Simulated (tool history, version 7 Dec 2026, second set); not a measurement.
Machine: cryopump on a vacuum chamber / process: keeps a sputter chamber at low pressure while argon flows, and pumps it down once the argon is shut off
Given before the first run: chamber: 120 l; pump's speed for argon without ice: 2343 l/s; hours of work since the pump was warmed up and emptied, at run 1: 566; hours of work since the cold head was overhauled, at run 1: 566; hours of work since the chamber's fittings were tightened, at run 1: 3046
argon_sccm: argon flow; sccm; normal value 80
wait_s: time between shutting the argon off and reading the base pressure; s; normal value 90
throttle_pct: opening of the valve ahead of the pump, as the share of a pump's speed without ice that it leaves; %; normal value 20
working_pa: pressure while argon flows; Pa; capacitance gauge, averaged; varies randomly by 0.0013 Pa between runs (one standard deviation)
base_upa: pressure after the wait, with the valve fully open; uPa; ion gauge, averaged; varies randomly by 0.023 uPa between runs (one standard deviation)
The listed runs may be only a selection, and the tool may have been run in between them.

| run | hour | argon_sccm | wait_s | throttle_pct | hours of work since the pump was warmed up and emptied | hours of work since the cold head was overhauled | hours of work since the chamber's fittings were tightened | working_pa | base_upa |
|---|---|---|---|---|---|---|---|---|---|
| 1 | 0 | 80 | 90 | 20 | 566 | 566 | 3046 | 0.2969 | 2.4 |
| 2 | 17.6 | 80 | 90 | 20 | 581 | 581 | 3062 | 0.2985 | 2.38 |
| 3 | 39.8 | 80 | 90 | 45 | 601 | 601 | 3081 | 0.1382 | 2.43 |
| 4 | 58.9 | 80 | 90 | 45 | 618 | 618 | 3098 | 0.1384 | 2.48 |
| 5 | 79.4 | 80 | 90 | 20 | 636 | 636 | 3117 | 0.2984 | 2.41 |
| 6 | 111.2 | 54 | 90 | 20 | 665 | 665 | 3145 | 0.2025 | 2.51 |
| 7 | 148.9 | 54 | 90 | 20 | 698 | 698 | 3178 | 0.202 | 2.53 |
| 8 | 188.4 | 54 | 90 | 20 | 733 | 733 | 3214 | 0.2018 | 2.58 |
| 9 | 209 | 54 | 90 | 20 | 752 | 752 | 3232 | 0.203 | 2.51 |
| 10 | 232.7 | 54 | 90 | 20 | 773 | 773 | 3253 | 0.2033 | 2.57 |
| 11 | 252.1 | 73 | 49 | 20 | 790 | 790 | 3270 | 0.2749 | 3.15 |
| 12 | 273.5 | 73 | 49 | 53 | 809 | 809 | 3289 | 0.1112 | 3.12 |
| 13 | 294.5 | 73 | 49 | 53 | 828 | 828 | 3308 | 0.1113 | 3.24 |
| 14 | 320.3 | 80 | 29 | 33 | 851 | 851 | 3331 | 0.1873 | 4.13 |
|  | 343.7 | pump warmed up, emptied and cooled again |
| 15 | 367.4 | 36 | 44 | 24 | 21 | 888 | 3369 | 0.1074 | 3.05 |
| 16 | 401.2 | 36 | 44 | 31 | 51 | 918 | 3399 | 0.0845 | 3.03 |
| 17 | 443.4 | 36 | 41 | 31 | 89 | 956 | 3436 | 0.0854 | 3.18 |
| 18 | 473.6 | 126 | 194 | 47 | 116 | 983 | 3463 | 0.1964 | 1.91 |

Branching from run 18: 5 alternative next runs. What would each branch give?
| A | 505.7 | 80 | 90 | 39 | 144 | 1011 | 3492 | ? | ? |
| B | 505.7 | 125 | 117 | 48 | 144 | 1011 | 3492 | ? | ? |
| C | 505.7 | 122 | 30 | 39 | 144 | 1011 | 3492 | ? | ? |
| D | 505.7 | 45 | 280 | 21 | 144 | 1011 | 3492 | ? | ? |
| E | 505.7 | 80 | 90 | 29 | 144 | 1011 | 3492 | ? | ? |

| run | working_pa | base_upa |
|---|---|---|
| A | 0.1491 | 2.48 |
| B | 0.1916 | 2.23 |
| C | 0.229 | 3.84 |
| D | 0.1555 | 1.98 |
| E | 0.2016 | 2.47 |
Without the tool's hidden state the same runs would have given:
| run | working_pa | base_upa |
|---|---|---|
| A | 0.1467 | 0.86 |
| B | 0.1878 | 0.67 |
| C | 0.2253 | 2.22 |
| D | 0.1541 | 0.35 |
| E | 0.1992 | 0.85 |
